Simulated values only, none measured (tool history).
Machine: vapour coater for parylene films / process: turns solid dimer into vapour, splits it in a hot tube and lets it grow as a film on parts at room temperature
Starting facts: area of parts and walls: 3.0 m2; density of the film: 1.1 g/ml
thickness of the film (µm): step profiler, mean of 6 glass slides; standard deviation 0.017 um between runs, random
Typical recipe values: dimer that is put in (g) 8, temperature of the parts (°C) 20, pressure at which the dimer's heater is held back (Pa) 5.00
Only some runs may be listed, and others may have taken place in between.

run   hour  dimer that is put in (g)  temperature of the parts (°C)  pressure at which the dimer's heater is held back (Pa)  thickness of the film (µm)
  1    0.0                         8                             20                                                    5.00                        1.54
  2   51.1                         8                             20                                                    5.54                        1.53
  3   85.3                         8                             17                                                    5.54                        1.71
  4  138.5                         8                             17                                                    5.54                        1.68
  5  165.1                         8                             17                                                    5.54                        1.68
  6  211.2                         8                             17                                                    5.54                        1.66
  7  240.5                         8                             17                                                    2.32                        1.79
  8  283.4                         8                             17                                                    2.32                        1.81
  9  325.0                         8                             17                                                    2.32                        1.79
 10  374.0                         8                             17                                                    2.32                        1.78
 11  427.8                         8                             20                                                    6.59                        1.42
     460.6  -- trap's valve overhauled
 12  480.2                         8                             20                                                    6.59                        1.38
 13  502.0                         9                             14                                                    5.00                        2.00
 14  546.0                         4                             23                                                    2.65                        0.67
 15  590.5                        13                             13                                                    5.17                        2.98
 16  614.8                        13                             13                                                    5.17                        2.93
 17  667.0                         5                             13                                                    4.13                        1.16
 18  696.1                         8                             20                                                    7.06                        1.35
     728.9  -- trap's valve overhauled, once more
 19  731.8                         8                             20                                                    7.06                        1.55
 20  766.6                         8                             20                                                    2.09                        1.68
 21  800.3                         8                             20                                                    2.09                        1.67

Each row is a separate what-if for the run after 21, all from the same tool condition, not one after another. Results?
  A  822.7                        13                             27                                                    3.97                           ?
  B  822.7                        14                             23                                                    2.09                           ?
  C  822.7                        10                             31                                                    4.50                           ?
  D  822.7                        13                             26                                                    2.09                           ?

run  thickness of the film (µm)
  A                        2.00
  B                        2.67
  C                        1.32
  D                        2.19
Take away the tool's hidden state, keep each run's random variation, and the runs would have read:
run  thickness of the film (µm)
  A                        1.98
  B                        2.64
  C                        1.31
  D                        2.17

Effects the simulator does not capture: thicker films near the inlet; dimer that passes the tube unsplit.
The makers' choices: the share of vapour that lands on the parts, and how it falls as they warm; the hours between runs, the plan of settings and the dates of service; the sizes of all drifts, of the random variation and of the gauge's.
